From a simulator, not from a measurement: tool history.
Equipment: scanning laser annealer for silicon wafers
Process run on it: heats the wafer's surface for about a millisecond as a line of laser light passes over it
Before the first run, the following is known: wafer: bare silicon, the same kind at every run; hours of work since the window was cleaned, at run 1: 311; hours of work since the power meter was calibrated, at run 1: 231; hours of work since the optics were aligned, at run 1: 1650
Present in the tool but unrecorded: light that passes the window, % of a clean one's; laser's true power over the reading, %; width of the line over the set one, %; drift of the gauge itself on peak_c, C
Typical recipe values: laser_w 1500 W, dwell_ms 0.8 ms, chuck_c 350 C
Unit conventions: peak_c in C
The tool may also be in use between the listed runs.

run   hour  laser_w  dwell_ms  chuck_c  hours of work since the window was cleaned  hours of work since the power meter was calibrated  hours of work since the optics were aligned  peak_c
  1      0     1500       0.8      350                                         311                                                 231                                         1650    1125
  2   23.5     1500       0.8      350                                         325                                                 245                                         1664    1125
  3   37.8     1500     0.994      350                                         334                                                 253                                         1672    1201
      47.9  -- optics aligned, line set to its width
  4   73.1     1500     0.994      350                                         352                                                 272                                           15    1217
  5   95.5     1500     0.994      350                                         365                                                 285                                           28    1211
  6    126     1526       0.8      350                                         383                                                 303                                           47    1149
  7  153.2     1315       0.8      350                                         400                                                 319                                           63    1029
  8  178.2     1500       0.8      350                                         415                                                 334                                           78    1131
  9  197.3     1500       0.8      350                                         426                                                 346                                           89    1131
 10  220.4     1500       0.8      350                                         440                                                 360                                          103    1131
 11  244.9     1500       0.8      350                                         455                                                 374                                          118    1134
 12  275.8     1500       0.8      350                                         473                                                 393                                          136    1134
 13  299.8     1500       0.8      350                                         487                                                 407                                          151    1130
 14  316.5     1500       0.8      350                                         497                                                 417                                          161    1128
 15  344.2     1500       0.8      350                                         514                                                 434                                          177    1133
 16  372.3     1469     0.699      388                                         531                                                 450                                          194    1103
 17    403     1500     0.632      325                                         549                                                 469                                          212    1027
 18  423.2     1299     0.632      325                                         561                                                 481                                          224     922
 19  450.6     1299      0.91      384                                         578                                                 497                                          241    1078
 20  477.2     1299      0.91      384                                         593                                                 513                                          257    1081
 21  490.8     1303      0.64      333                                         602                                                 521                                          265     936
 22  507.8     1360      0.64      329                                         612                                                 531                                          275     958
 23  522.3     1322     0.863      350                                         620                                                 540                                          284    1041
 24  554.8     1500     0.712      375                                         640                                                 559                                          303    1112
 25  584.4     1388     0.709      334                                         658                                                 577                                          321    1008
 26  601.4     1429     0.709      375                                         668                                                 587                                          331    1069
 27  633.3     1429     0.709      375                                         687                                                 606                                          350    1069

Consider 4 possible next runs. They are alternatives, not a sequence: every one starts from the tool as it was left by run 27. What does each give?
  A  654.3     1507     0.728      375                                         699                                                 619                                          362       ?
  B  654.3     1396     0.848      353                                         699                                                 619                                          362       ?
  C  654.3     1451      0.93      365                                         699                                                 619                                          362       ?
  D  654.3     1286       0.8      374                                         699                                                 619                                          362       ?

run  peak_c
  A    1122
  B    1084
  C    1155
  D    1022
Stripped of hidden state, with their random variation kept, the same runs would have yielded:
run  peak_c
  A    1154
  B    1115
  C    1189
  D    1050

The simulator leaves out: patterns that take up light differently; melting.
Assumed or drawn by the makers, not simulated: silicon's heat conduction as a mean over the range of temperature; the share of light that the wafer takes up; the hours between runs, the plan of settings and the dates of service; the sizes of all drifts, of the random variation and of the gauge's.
